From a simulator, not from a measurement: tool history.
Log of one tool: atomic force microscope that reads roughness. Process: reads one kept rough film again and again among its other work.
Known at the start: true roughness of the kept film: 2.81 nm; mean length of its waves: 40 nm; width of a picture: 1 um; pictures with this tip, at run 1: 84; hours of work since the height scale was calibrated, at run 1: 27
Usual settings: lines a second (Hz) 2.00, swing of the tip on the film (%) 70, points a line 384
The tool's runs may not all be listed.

run	hour	lines a second (Hz)	swing of the tip on the film (%)	points a line	pictures with this tip	hours of work since the height scale was calibrated	roughness of the kept film (nm (root mean square))
1	0.0	2.00	70	384	84	27	2.385
2	9.9	2.00	70	430	96	31	2.380
# hour 16.6: new tip fitted
3	19.5	0.65	70	384	3	35	2.638
4	27.1	2.00	70	384	13	38	2.509
5	37.1	2.00	70	384	25	42	2.473
6	46.4	2.00	57	384	37	46	2.539
7	51.5	2.00	57	384	43	48	2.533
8	57.9	2.00	63	384	51	51	2.519
9	66.4	2.00	63	691	62	54	2.484
10	76.9	2.00	70	384	75	59	2.393
11	81.4	2.00	70	384	80	60	2.399
12	89.4	3.65	70	436	90	64	2.265
13	99.5	1.74	59	302	103	68	2.443
# hour 100.5: new tip fitted
14	105.2	2.00	85	384	5	70	2.306
15	112.7	2.23	62	441	15	73	2.531
16	121.1	2.23	62	441	25	76	2.529
17	130.7	2.23	67	650	37	80	2.459
18	138.9	3.25	56	487	47	84	2.492
19	147.8	2.00	71	384	58	87	2.413
20	158.7	0.90	68	510	72	92	2.486
21	164.7	3.06	87	384	80	94	2.003
22	172.9	3.06	87	384	90	98	2.006

5 ways to go on from here, each from the tool as it stands after run 22. What would each give?
A	177.4	0.97	58	384	95	99	?
B	177.4	0.83	63	1017	95	99	?
C	177.4	3.06	79	384	95	99	?
D	177.4	2.96	66	387	95	99	?
E	177.4	1.23	56	968	95	99	?

run	roughness of the kept film (nm (root mean square))
A	2.508
B	2.502
C	2.140
D	2.323
E	2.501
Without the tool's hidden state the same runs would have given:
run	roughness of the kept film (nm (root mean square))
A	2.672
B	2.666
C	2.280
D	2.475
E	2.665
